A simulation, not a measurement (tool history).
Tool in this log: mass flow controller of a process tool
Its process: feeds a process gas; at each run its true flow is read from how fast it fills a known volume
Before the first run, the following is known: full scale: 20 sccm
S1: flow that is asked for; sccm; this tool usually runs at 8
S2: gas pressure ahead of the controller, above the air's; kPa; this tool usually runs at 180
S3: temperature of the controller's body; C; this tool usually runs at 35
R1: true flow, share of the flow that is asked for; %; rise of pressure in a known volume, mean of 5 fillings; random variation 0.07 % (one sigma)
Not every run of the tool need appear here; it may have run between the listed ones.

run	hour	S1	S2	S3	R1
1	0.0	8	180	35	98.69
2	167.5	8	180	35	98.83
3	260.0	8	180	35	98.83
4	464.7	8	180	27	98.61
5	609.6	8	180	27	98.52
6	801.8	19	180	35	100.09
7	914.4	8	180	24	98.48
8	1059.5	8	180	27	98.47
9	1146.9	8	180	27	98.56
10	1250.2	8	180	35	98.89
11	1421.8	8	198	35	98.89
12	1581.0	8	198	35	98.85
13	1680.9	8	180	35	98.72
14	1785.2	8	180	35	98.65
15	2000.0	8	180	35	98.71
16	2091.7	8	180	35	98.77
17	2218.0	8	180	35	98.75
18	2355.9	3	219	33	98.22
19	2444.2	3	275	24	98.42
20	2604.2	13	263	29	99.72
21	2793.8	4	221	29	98.37
22	2966.9	19	235	35	100.37
23	3135.4	19	235	35	100.35
24	3345.4	14	180	36	99.57
25	3437.5	14	160	24	99.07
26	3571.3	4	280	24	98.63
27	3666.1	4	177	22	97.90
28	3827.2	4	177	22	97.87
29	3963.5	7	177	27	98.45

For run 30, what comes out?
30	4164.7	7	185	27	?

{"run 30": {"R1": 98.5}}
Minus the tool's unlogged condition, the same run would have read R1 98.50 %.
